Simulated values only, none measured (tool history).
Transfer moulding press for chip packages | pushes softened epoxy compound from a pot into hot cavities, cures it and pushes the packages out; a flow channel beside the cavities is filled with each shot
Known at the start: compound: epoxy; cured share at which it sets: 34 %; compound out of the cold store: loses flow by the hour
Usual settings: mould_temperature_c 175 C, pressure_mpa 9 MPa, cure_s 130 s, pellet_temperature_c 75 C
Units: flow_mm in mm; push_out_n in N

run	hour	mould_temperature_c	pressure_mpa	cure_s	pellet_temperature_c	incoming compound's hours out of the cold store	flow_mm	push_out_n
1	0	175	9	130	75	21.2	548	497
2	6.6	175	9	130	75	30.4	508	525
3	11.8	175	8.13	130	75	47.9	438	527
4	21.8	175	9.7	130	75	12.5	598	538
5	27.7	175	9	130	75	35.4	499	561
6	36.1	175	9	130	75	18.8	545	578
# hour 39.6: cavities cleaned with cleaning compound and waxed
7	44.8	175	9	130	75	37.8	488	383
8	50.9	175	9	130	79	15.3	563	433
9	60.4	175	9	130	79	28	518	453
10	65.8	175	9	130	79	17	548	493
11	73.5	175	9	130	79	39.2	479	478
12	78.8	181	9	130	75	38.4	475	481
13	87.3	178	7.14	167	80	39.3	418	490
14	98.6	176	9.78	123	81	30.7	518	503
15	105.7	176	9.78	123	81	38.7	505	568
16	115.9	176	9.78	123	81	37	508	561
# hour 120.5: cavities cleaned with cleaning compound and waxed
17	124	176	9.78	123	81	46.5	482	389
18	132.5	182	6.87	119	80	44.1	392	389
19	142.3	180	7.4	159	80	21.8	471	429
20	148.4	180	9.7	160	79	9.9	574	435
21	159.1	175	9	130	75	33.2	494	498
22	171.2	169	9	130	70	28.4	517	668

Forecast each of these 4 alternatives for the next run:
A	177.1	181	7.08	130	75	22	?	?
B	177.1	175	10.26	130	77	33.2	?	?
C	177.1	177	9	130	70	40.7	?	?
D	177.1	167	9	130	70	34.6	?	?

run	flow_mm	push_out_n
A	454	504
B	526	543
C	468	500
D	503	745
Without the tool's hidden state the same runs would have given:
run	flow_mm	push_out_n
A	493	346
B	570	373
C	507	343
D	545	501
